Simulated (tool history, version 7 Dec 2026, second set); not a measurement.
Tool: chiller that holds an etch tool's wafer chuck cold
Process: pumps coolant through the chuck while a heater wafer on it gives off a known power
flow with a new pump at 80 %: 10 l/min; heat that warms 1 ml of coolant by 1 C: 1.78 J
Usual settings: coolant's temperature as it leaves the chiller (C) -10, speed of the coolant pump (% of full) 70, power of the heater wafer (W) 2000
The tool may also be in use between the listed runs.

| run | hour | coolant's temperature as it leaves the chiller (C) | speed of the coolant pump (% of full) | power of the heater wafer (W) | chuck's temperature once it has settled (C) | how much warmer the coolant comes back (C) |
|---|---|---|---|---|---|---|
| 1 | 0 | -10 | 70 | 2000 | 9.6 | 8.1 |
| 2 | 157.1 | -10 | 70 | 1367 | 3.5 | 5.46 |
| 3 | 267.4 | -10 | 70 | 1367 | 3.5 | 5.57 |
| 4 | 393.3 | -10 | 70 | 2000 | 10 | 8.12 |
| 5 | 494.6 | -10 | 65 | 2000 | 10.7 | 8.7 |
| 6 | 615.2 | -10 | 70 | 2000 | 10 | 8.22 |
| 7 | 754.5 | -10 | 70 | 2000 | 10.2 | 8.22 |
| 8 | 908.5 | -10 | 70 | 2000 | 10.2 | 8.29 |
| 9 | 999.6 | -10 | 70 | 2000 | 10.5 | 8.26 |
| 10 | 1129 | -10 | 70 | 2000 | 10.6 | 8.3 |
| 11 | 1304.1 | -10 | 70 | 2000 | 10.7 | 8.3 |
| 12 | 1522.1 | -10 | 70 | 2000 | 11.1 | 8.36 |
| 13 | 1708.5 | -10 | 70 | 2000 | 11.3 | 8.4 |
| 14 | 1825.8 | -10 | 70 | 2000 | 11.5 | 8.36 |
|  | 1836.7 | chiller's thermometer calibrated |
| 15 | 1991.7 | -10 | 70 | 2000 | 11.3 | 8.43 |
| 16 | 2156.4 | -10 | 70 | 2000 | 11.3 | 8.54 |
| 17 | 2305.2 | -14 | 70 | 2000 | 7.7 | 8.59 |
| 18 | 2437.7 | -14 | 87 | 2225 | 7.2 | 7.69 |
| 19 | 2559.7 | -14 | 87 | 2225 | 7.5 | 7.69 |
| 20 | 2690.3 | -14 | 80 | 1768 | 3.9 | 6.64 |
| 21 | 2800.9 | -14 | 76 | 1768 | 4.8 | 7.02 |
| 22 | 2960.3 | -8 | 89 | 1241 | 4.1 | 4.22 |
| 23 | 3110.7 | -10 | 99 | 2046 | 8.8 | 6.25 |
| 24 | 3241.9 | -10 | 99 | 2046 | 9 | 6.25 |
| 25 | 3453.5 | -10 | 99 | 1482 | 4 | 4.59 |
| 26 | 3571.9 | -10 | 99 | 1482 | 4.1 | 4.59 |
| 27 | 3751.1 | -10 | 99 | 1482 | 4.3 | 4.64 |
| 28 | 3883.3 | -10 | 99 | 1482 | 4.2 | 4.69 |
|  | 3915.3 | chiller's thermometer calibrated |
| 29 | 4070 | -15 | 71 | 2495 | 14.6 | 10.99 |
|  | 4182.4 | coolant pump overhauled |
| 30 | 4192.2 | -15 | 73 | 2263 | 9.2 | 8.29 |
| 31 | 4363.4 | -15 | 73 | 2263 | 9.3 | 8.36 |

Forecast each of these 3 alternatives for the next run:
| A | 4469 | -10 | 83 | 1193 | ? | ? |
| B | 4469 | -6 | 70 | 1353 | ? | ? |
| C | 4469 | -17 | 60 | 1792 | ? | ? |

| run | chuck's temperature once it has settled (C) | how much warmer the coolant comes back (C) |
|---|---|---|
| A | 2.1 | 3.89 |
| B | 9 | 5.23 |
| C | 4.8 | 8.1 |
Without the tool's hidden state the same runs would have given:
| run | chuck's temperature once it has settled (C) | how much warmer the coolant comes back (C) |
|---|---|---|
| A | -0.1 | 3.87 |
| B | 6.2 | 5.2 |
| C | 0.9 | 8.06 |

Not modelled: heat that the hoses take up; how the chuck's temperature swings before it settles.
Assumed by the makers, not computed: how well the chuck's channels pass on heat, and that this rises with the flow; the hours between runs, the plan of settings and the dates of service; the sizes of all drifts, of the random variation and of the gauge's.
